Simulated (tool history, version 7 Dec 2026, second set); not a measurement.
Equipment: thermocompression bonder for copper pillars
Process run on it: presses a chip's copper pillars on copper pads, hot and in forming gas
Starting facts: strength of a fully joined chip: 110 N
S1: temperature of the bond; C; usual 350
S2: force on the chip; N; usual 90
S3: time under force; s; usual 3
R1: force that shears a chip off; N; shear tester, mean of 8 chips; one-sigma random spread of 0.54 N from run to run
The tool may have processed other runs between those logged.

run 1 day=0 | S1=350 S2=90 S3=3 | R1=46.7
run 2 day=3.221 | S1=350 S2=90 S3=3 | R1=46.8
run 3 day=5.088 | S1=342 S2=90 S3=3 | R1=43.1
-- day=6.833 force cell calibrated
run 4 day=7.538 | S1=350 S2=90 S3=3 | R1=49.5
run 5 day=10.758 | S1=350 S2=90 S3=3 | R1=49.4
-- day=11.346 heater calibrated with a thermocouple chip
run 6 day=13.55 | S1=350 S2=90 S3=3 | R1=45.2
run 7 day=16.362 | S1=350 S2=90 S3=3 | R1=44.9
-- day=16.546 forming gas filter changed
run 8 day=18.912 | S1=350 S2=90 S3=3 | R1=46.6
run 9 day=21.583 | S1=348 S2=90 S3=3 | R1=46.7
run 10 day=23.621 | S1=350 S2=90 S3=3 | R1=47.1
run 11 day=24.992 | S1=350 S2=90 S3=2 | R1=39.8
run 12 day=26.467 | S1=350 S2=90 S3=3 | R1=46.2
run 13 day=29 | S1=350 S2=90 S3=3 | R1=46.4
run 14 day=30.471 | S1=350 S2=90 S3=3 | R1=45.3
-- day=33.562 forming gas filter changed
run 15 day=33.638 | S1=350 S2=90 S3=3 | R1=47.1
run 16 day=36.246 | S1=372 S2=90 S3=3 | R1=55.5
run 17 day=38.017 | S1=350 S2=90 S3=6 | R1=58.5
run 18 day=40.954 | S1=350 S2=90 S3=6 | R1=58
run 19 day=44.183 | S1=350 S2=90 S3=6 | R1=58
run 20 day=46.371 | S1=350 S2=90 S3=6 | R1=58.2
run 21 day=49.65 | S1=350 S2=90 S3=6 | R1=57.7
-- day=50.496 forming gas filter changed
run 22 day=52.808 | S1=349 S2=89 S3=2 | R1=38.6
run 23 day=55.217 | S1=345 S2=91 S3=3 | R1=45.1
run 24 day=56.604 | S1=345 S2=91 S3=3 | R1=44.7
run 25 day=58.588 | S1=371 S2=85 S3=7 | R1=67.8
run 26 day=61.288 | S1=371 S2=85 S3=7 | R1=67.2
run 27 day=64.329 | S1=351 S2=127 S3=5 | R1=72
run 28 day=67.279 | S1=373 S2=96 S3=3 | R1=57
-- day=67.517 forming gas filter changed
run 29 day=69.888 | S1=373 S2=96 S3=3 | R1=59.6
run 30 day=73.112 | S1=332 S2=74 S3=3 | R1=31.5
run 31 day=75.046 | S1=369 S2=90 S3=2 | R1=45.1
run 32 day=78.288 | S1=369 S2=81 S3=3 | R1=47
run 33 day=80.575 | S1=360 S2=110 S3=3 | R1=58.6
run 34 day=82.829 | S1=360 S2=110 S3=3 | R1=58.5
run 35 day=84.258 | S1=359 S2=61 S3=3 | R1=32.4
-- day=84.496 forming gas filter changed
-- day=85.096 force cell calibrated
run 36 day=87.212 | S1=340 S2=90 S3=6 | R1=56.5
run 37 day=90.242 | S1=350 S2=90 S3=8 | R1=67.5
run 38 day=93.492 | S1=377 S2=72 S3=3 | R1=48.7
run 39 day=95.788 | S1=366 S2=88 S3=3 | R1=54.5

What if the next run were any one of these 4? Each begins from the tool's condition after run 39:
run A day=98.908 | S1=352 S2=90 S3=3 | R1=?
run B day=98.908 | S1=350 S2=62 S3=3 | R1=?
run C day=98.908 | S1=366 S2=74 S3=4 | R1=?
run D day=98.908 | S1=342 S2=90 S3=3 | R1=?

run=A R1=50.4
run=B R1=33.8
run=C R1=51.2
run=D R1=45.8
With the hidden condition removed and each run's random variation left untouched, the same runs would have given:
run=A R1=49.5
run=B R1=33
run=C R1=50.4
run=D R1=44.8

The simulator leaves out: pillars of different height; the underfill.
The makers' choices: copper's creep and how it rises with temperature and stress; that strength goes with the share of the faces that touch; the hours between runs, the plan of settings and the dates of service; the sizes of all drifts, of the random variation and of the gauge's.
